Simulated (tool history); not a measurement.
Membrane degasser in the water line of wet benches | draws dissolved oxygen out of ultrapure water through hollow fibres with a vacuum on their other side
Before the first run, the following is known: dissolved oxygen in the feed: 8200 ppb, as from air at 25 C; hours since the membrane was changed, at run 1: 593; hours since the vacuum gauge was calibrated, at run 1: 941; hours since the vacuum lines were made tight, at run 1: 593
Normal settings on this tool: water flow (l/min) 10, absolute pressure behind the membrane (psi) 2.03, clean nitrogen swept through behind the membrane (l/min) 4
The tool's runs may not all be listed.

| run | hour | water flow (l/min) | absolute pressure behind the membrane (psi) | clean nitrogen swept through behind the membrane (l/min) | hours since the membrane was changed | hours since the vacuum gauge was calibrated | hours since the vacuum lines were made tight | dissolved oxygen in the water behind the degasser (ppb) | pressure that the water loses in the fibres (psi) |
|---|---|---|---|---|---|---|---|---|---|
| 1 | 0 | 10 | 2.03 | 4 | 593 | 941 | 593 | 72.6 | 5.545 |
| 2 | 57.9 | 10 | 2.03 | 4 | 651 | 999 | 651 | 71.2 | 5.527 |
| 3 | 110.1 | 10 | 2.03 | 4 | 703 | 1051 | 703 | 71.8 | 5.594 |
| 4 | 190.9 | 10 | 2.03 | 2.43 | 784 | 1132 | 784 | 114 | 5.565 |
| 5 | 272.2 | 10 | 2.03 | 4 | 865 | 1214 | 865 | 72.5 | 5.612 |
| 6 | 312.2 | 10 | 2.03 | 4 | 905 | 1254 | 905 | 72.1 | 5.543 |
| 7 | 390 | 10 | 2.03 | 4 | 983 | 1331 | 983 | 72.4 | 5.536 |
| 8 | 467.1 | 10 | 2.03 | 4 | 1060 | 1408 | 1060 | 73.5 | 5.651 |
| 9 | 503.4 | 10 | 2.03 | 3.52 | 1097 | 1445 | 1097 | 81 | 5.561 |
| 10 | 539.7 | 16 | 2.03 | 3.52 | 1133 | 1481 | 1133 | 141 | 8.917 |
| 11 | 589.6 | 16 | 2.03 | 3.52 | 1183 | 1531 | 1183 | 142.2 | 8.894 |
| 12 | 668.7 | 10 | 2.03 | 4 | 1262 | 1610 | 1262 | 73.1 | 5.569 |
| 13 | 719.1 | 10 | 2.03 | 4 | 1312 | 1660 | 1312 | 73.4 | 5.585 |
| 14 | 803 | 10 | 2.03 | 4 | 1396 | 1744 | 1396 | 73.1 | 5.619 |
| 15 | 848 | 10 | 2.03 | 4 | 1441 | 1789 | 1441 | 72.5 | 5.625 |
| 16 | 891.1 | 10 | 2.03 | 4 | 1484 | 1833 | 1484 | 72.2 | 5.629 |
| 17 | 967.6 | 10 | 2.03 | 4 | 1561 | 1909 | 1561 | 72.1 | 5.625 |
| 18 | 1033.1 | 10 | 2.03 | 4 | 1626 | 1974 | 1626 | 71.3 | 5.638 |
| 19 | 1118.4 | 10 | 2.03 | 4 | 1712 | 2060 | 1712 | 72.8 | 5.583 |
| 20 | 1204.9 | 6 | 4.09 | 1.93 | 1798 | 2146 | 1798 | 197.1 | 3.35 |
| 21 | 1285.1 | 6 | 4.09 | 1.93 | 1878 | 2226 | 1878 | 193.7 | 3.342 |
| 22 | 1344.4 | 6 | 4.09 | 1.93 | 1937 | 2286 | 1937 | 196.6 | 3.361 |
| 23 | 1419.7 | 7 | 2.73 | 3.36 | 2013 | 2361 | 2013 | 83.4 | 3.912 |
| 24 | 1457.2 | 10 | 2.03 | 8.16 | 2050 | 2399 | 2050 | 39.7 | 5.594 |
| 25 | 1519.5 | 10 | 2.03 | 8.16 | 2113 | 2461 | 2113 | 39.1 | 5.587 |
| 26 | 1584.4 | 15 | 2.03 | 4 | 2178 | 2526 | 2178 | 118.6 | 8.369 |
| 27 | 1655.3 | 15 | 2.03 | 4 | 2248 | 2597 | 2248 | 119 | 8.319 |
| 28 | 1696.4 | 15 | 2.03 | 1.98 | 2289 | 2638 | 2289 | 216.4 | 8.441 |
| 29 | 1763.1 | 15 | 2.03 | 1.98 | 2356 | 2704 | 2356 | 216.5 | 8.388 |
| 30 | 1811.6 | 10 | 2.03 | 2.05 | 2405 | 2753 | 2405 | 134.9 | 5.587 |
| 31 | 1879.7 | 9 | 3.26 | 6.09 | 2473 | 2821 | 2473 | 78.2 | 5.043 |
| 32 | 1935.2 | 9 | 3.26 | 6.09 | 2528 | 2877 | 2528 | 77 | 5.065 |

4 ways to go on from here, each from the tool as it stands after run 32. What would each give?
| A | 1973.8 | 12 | 1.91 | 2.33 | 2567 | 2915 | 2567 | ? | ? |
| B | 1973.8 | 10 | 3.63 | 9.85 | 2567 | 2915 | 2567 | ? | ? |
| C | 1973.8 | 9 | 3.19 | 6.09 | 2567 | 2915 | 2567 | ? | ? |
| D | 1973.8 | 10 | 1.58 | 2.29 | 2567 | 2915 | 2567 | ? | ? |

| run | dissolved oxygen in the water behind the degasser (ppb) | pressure that the water loses in the fibres (psi) |
|---|---|---|
| A | 135.1 | 6.73 |
| B | 61.3 | 5.593 |
| C | 73.5 | 5.05 |
| D | 88.9 | 5.617 |
Without the tool's unlogged condition, the same runs would have read:
| run | dissolved oxygen in the water behind the degasser (ppb) | pressure that the water loses in the fibres (psi) |
|---|---|---|
| A | 130.8 | 6.664 |
| B | 59.5 | 5.538 |
| C | 71.2 | 5.002 |
| D | 85.5 | 5.564 |
